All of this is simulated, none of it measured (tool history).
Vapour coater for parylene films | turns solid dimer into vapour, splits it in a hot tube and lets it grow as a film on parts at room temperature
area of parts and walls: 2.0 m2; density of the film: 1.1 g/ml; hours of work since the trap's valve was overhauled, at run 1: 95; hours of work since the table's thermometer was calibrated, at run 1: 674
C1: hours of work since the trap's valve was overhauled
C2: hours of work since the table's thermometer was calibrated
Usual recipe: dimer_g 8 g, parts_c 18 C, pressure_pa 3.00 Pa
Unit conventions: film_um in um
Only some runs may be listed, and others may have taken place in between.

Run 1, hour 0.0: usual settings; C1 95; C2 674. Result: film_um 1.81 um.
Run 2, hour 25.7: usual settings; C1 105; C2 685. Result: film_um 1.77 um.
Run 3, hour 77.0: usual settings but dimer_g 9 g; C1 127; C2 706. Result: film_um 2.00 um.
Run 4, hour 118.6: usual settings but dimer_g 9 g; C1 145; C2 724. Result: film_um 2.00 um.
Run 5, hour 168.7: usual settings but dimer_g 9 g; C1 166; C2 745. Result: film_um 2.00 um.
Run 6, hour 195.3: usual settings; C1 177; C2 756. Result: film_um 1.76 um.
Run 7, hour 254.3: usual settings; C1 202; C2 781. Result: film_um 1.74 um.
Run 8, hour 283.7: usual settings; C1 214; C2 794. Result: film_um 1.75 um.
Run 9, hour 325.2: usual settings but pressure_pa 2.18 Pa; C1 232; C2 811. Result: film_um 1.81 um.
Run 10, hour 354.0: usual settings but pressure_pa 2.18 Pa; C1 244; C2 823. Result: film_um 1.83 um.
Run 11, hour 402.7: usual settings but dimer_g 13 g, pressure_pa 3.21 Pa; C1 264; C2 844. Result: film_um 2.73 um.
Run 12, hour 438.5: usual settings but dimer_g 13 g, pressure_pa 3.21 Pa; C1 280; C2 859. Result: film_um 2.74 um.
Run 13, hour 470.2: usual settings but dimer_g 3 g, pressure_pa 2.15 Pa; C1 293; C2 872. Result: film_um 0.68 um.
Run 14, hour 529.4: usual settings but dimer_g 9 g, parts_c 15 C, pressure_pa 8.76 Pa; C1 318; C2 897. Result: film_um 1.72 um.
At hour 562.8: trap's valve overhauled.
Run 15, hour 578.8: usual settings but dimer_g 5 g, parts_c 15 C, pressure_pa 6.02 Pa; C1 7; C2 916. Result: film_um 1.10 um.
Run 16, hour 618.6: usual settings but dimer_g 4 g, pressure_pa 3.42 Pa; C1 24; C2 933. Result: film_um 0.87 um.
Run 17, hour 650.2: usual settings but dimer_g 3 g, parts_c 21 C, pressure_pa 10.99 Pa; C1 37; C2 947. Result: film_um 0.47 um.
Run 18, hour 682.1: usual settings but dimer_g 3 g, parts_c 21 C, pressure_pa 10.99 Pa; C1 50; C2 960. Result: film_um 0.43 um.
Run 19, hour 716.9: usual settings but dimer_g 3 g, parts_c 21 C, pressure_pa 10.99 Pa; C1 65; C2 975. Result: film_um 0.44 um.
Run 20, hour 756.7: usual settings but dimer_g 3 g, parts_c 22 C, pressure_pa 10.99 Pa; C1 82; C2 992. Result: film_um 0.45 um.

3 ways to go on from here, each from the tool as it stands after run 20. What would each give?
Run A, hour 784.0: usual settings but dimer_g 6 g, parts_c 20 C, pressure_pa 10.99 Pa; C1 93; C2 1003. Result: film_um ?.
Run B, hour 784.0: usual settings but dimer_g 13 g, parts_c 22 C, pressure_pa 3.11 Pa; C1 93; C2 1003. Result: film_um ?.
Run C, hour 784.0: usual settings but dimer_g 7 g, parts_c 12 C, pressure_pa 2.20 Pa; C1 93; C2 1003. Result: film_um ?.

run  film_um
  A     0.93
  B     2.45
  C     2.10
The same runs, with their run-to-run variation unchanged, on a tool lacking any hidden condition would have given:
run  film_um
  A     0.99
  B     2.61
  C     2.23
